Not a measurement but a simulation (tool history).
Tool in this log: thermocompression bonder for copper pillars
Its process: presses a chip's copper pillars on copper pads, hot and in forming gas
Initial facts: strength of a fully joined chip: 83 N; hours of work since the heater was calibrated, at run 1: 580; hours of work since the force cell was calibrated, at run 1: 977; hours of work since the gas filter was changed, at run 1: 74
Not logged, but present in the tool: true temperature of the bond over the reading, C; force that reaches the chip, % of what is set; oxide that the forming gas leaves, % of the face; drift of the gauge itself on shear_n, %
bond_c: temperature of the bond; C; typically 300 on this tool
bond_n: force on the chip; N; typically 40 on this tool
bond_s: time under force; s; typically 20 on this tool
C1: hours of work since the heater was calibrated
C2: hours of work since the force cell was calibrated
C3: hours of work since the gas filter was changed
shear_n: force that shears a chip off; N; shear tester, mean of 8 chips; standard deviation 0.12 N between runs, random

run 1 hour=0 | bond_c=300 bond_n=40 bond_s=20 | C1=580 C2=977 C3=74 | shear_n=35.2
run 2 hour=32.6 | bond_c=300 bond_n=40 bond_s=29 | C1=596 C2=993 C3=90 | shear_n=40.4
run 3 hour=57.8 | bond_c=300 bond_n=40 bond_s=20 | C1=608 C2=1005 C3=102 | shear_n=35.2
run 4 hour=98.4 | bond_c=300 bond_n=40 bond_s=20 | C1=627 C2=1024 C3=121 | shear_n=35.1
run 5 hour=120.1 | bond_c=300 bond_n=40 bond_s=20 | C1=638 C2=1034 C3=131 | shear_n=35.1
-- hour=153.9 forming gas filter changed
run 6 hour=153.9 | bond_c=300 bond_n=40 bond_s=20 | C1=654 C2=1050 C3=0 | shear_n=35.2
run 7 hour=177.8 | bond_c=300 bond_n=40 bond_s=20 | C1=665 C2=1062 C3=11 | shear_n=35.3
run 8 hour=226.4 | bond_c=300 bond_n=40 bond_s=20 | C1=688 C2=1085 C3=35 | shear_n=35.2
run 9 hour=275.4 | bond_c=300 bond_n=40 bond_s=20 | C1=712 C2=1108 C3=58 | shear_n=35.4
run 10 hour=302.7 | bond_c=300 bond_n=40 bond_s=20 | C1=725 C2=1121 C3=71 | shear_n=35.3
run 11 hour=338.5 | bond_c=300 bond_n=40 bond_s=20 | C1=742 C2=1138 C3=88 | shear_n=35.6
run 12 hour=360.8 | bond_c=300 bond_n=40 bond_s=20 | C1=752 C2=1149 C3=99 | shear_n=35.3
run 13 hour=395.3 | bond_c=299 bond_n=29 bond_s=14 | C1=769 C2=1165 C3=115 | shear_n=20.9
run 14 hour=428.3 | bond_c=315 bond_n=50 bond_s=22 | C1=785 C2=1181 C3=131 | shear_n=52
-- hour=462.8 forming gas filter changed
run 15 hour=469.5 | bond_c=315 bond_n=50 bond_s=22 | C1=804 C2=1201 C3=3 | shear_n=52.2
-- hour=495.3 heater calibrated with a thermocouple chip
run 16 hour=505.6 | bond_c=315 bond_n=50 bond_s=22 | C1=5 C2=1217 C3=20 | shear_n=52.3
run 17 hour=531.4 | bond_c=323 bond_n=52 bond_s=48 | C1=17 C2=1229 C3=32 | shear_n=67.9
-- hour=537.1 force cell calibrated
run 18 hour=557.9 | bond_c=296 bond_n=26 bond_s=25 | C1=29 C2=10 C3=44 | shear_n=22.6

Predict the results of run 19:
run 19 hour=598.2 | bond_c=296 bond_n=26 bond_s=25 | C1=48 C2=29 C3=63 | shear_n=?

Run 19 yielded shear_n 22.5 N.
On a tool with no hidden condition, and with the same random variation, this run would have come out at shear_n 22.5 N.
